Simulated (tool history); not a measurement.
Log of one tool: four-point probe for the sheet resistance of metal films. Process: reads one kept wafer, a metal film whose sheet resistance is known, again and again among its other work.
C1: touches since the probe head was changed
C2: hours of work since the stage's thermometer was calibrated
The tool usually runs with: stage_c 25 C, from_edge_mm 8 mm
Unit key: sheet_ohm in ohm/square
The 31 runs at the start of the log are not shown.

Run 32, hour 811.9: usual settings but stage_c 27 C; C1 71989; C2 226. Result: sheet_ohm 0.910671 ohm/square.
Run 33, hour 846.6: usual settings but stage_c 27 C; C1 74110; C2 251. Result: sheet_ohm 0.911087 ohm/square.
Run 34, hour 878.1: usual settings but stage_c 32 C, from_edge_mm 6 mm; C1 76036; C2 274. Result: sheet_ohm 0.912166 ohm/square.
Run 35, hour 905.8: usual settings but stage_c 32 C, from_edge_mm 11 mm; C1 77732; C2 295. Result: sheet_ohm 0.903245 ohm/square.
Run 36, hour 924.8: usual settings but stage_c 31 C, from_edge_mm 4 mm; C1 78893; C2 309. Result: sheet_ohm 0.929787 ohm/square.
Run 37, hour 946.5: usual settings but stage_c 31 C, from_edge_mm 4 mm; C1 80215; C2 325. Result: sheet_ohm 0.929384 ohm/square.
Run 38, hour 961.6: usual settings but stage_c 31 C, from_edge_mm 4 mm; C1 81136; C2 336. Result: sheet_ohm 0.92931 ohm/square.
Run 39, hour 983.7: usual settings but stage_c 27 C, from_edge_mm 3 mm; C1 82488; C2 353. Result: sheet_ohm 0.954406 ohm/square.

Forecast each of these 3 alternatives for the next run:
Run A, hour 1008.3: usual settings but stage_c 30 C; C1 83991; C2 371. Result: sheet_ohm ?.
Run B, hour 1008.3: usual settings but stage_c 29 C, from_edge_mm 11 mm; C1 83991; C2 371. Result: sheet_ohm ?.
Run C, hour 1008.3: usual settings but stage_c 19 C, from_edge_mm 6 mm; C1 83991; C2 371. Result: sheet_ohm ?.

run  sheet_ohm
  A   0.908555
  B   0.906141
  C    0.92424
Stripped of hidden state, with their random variation kept, the same runs would have yielded:
run  sheet_ohm
  A    0.90801
  B   0.905598
  C   0.923694
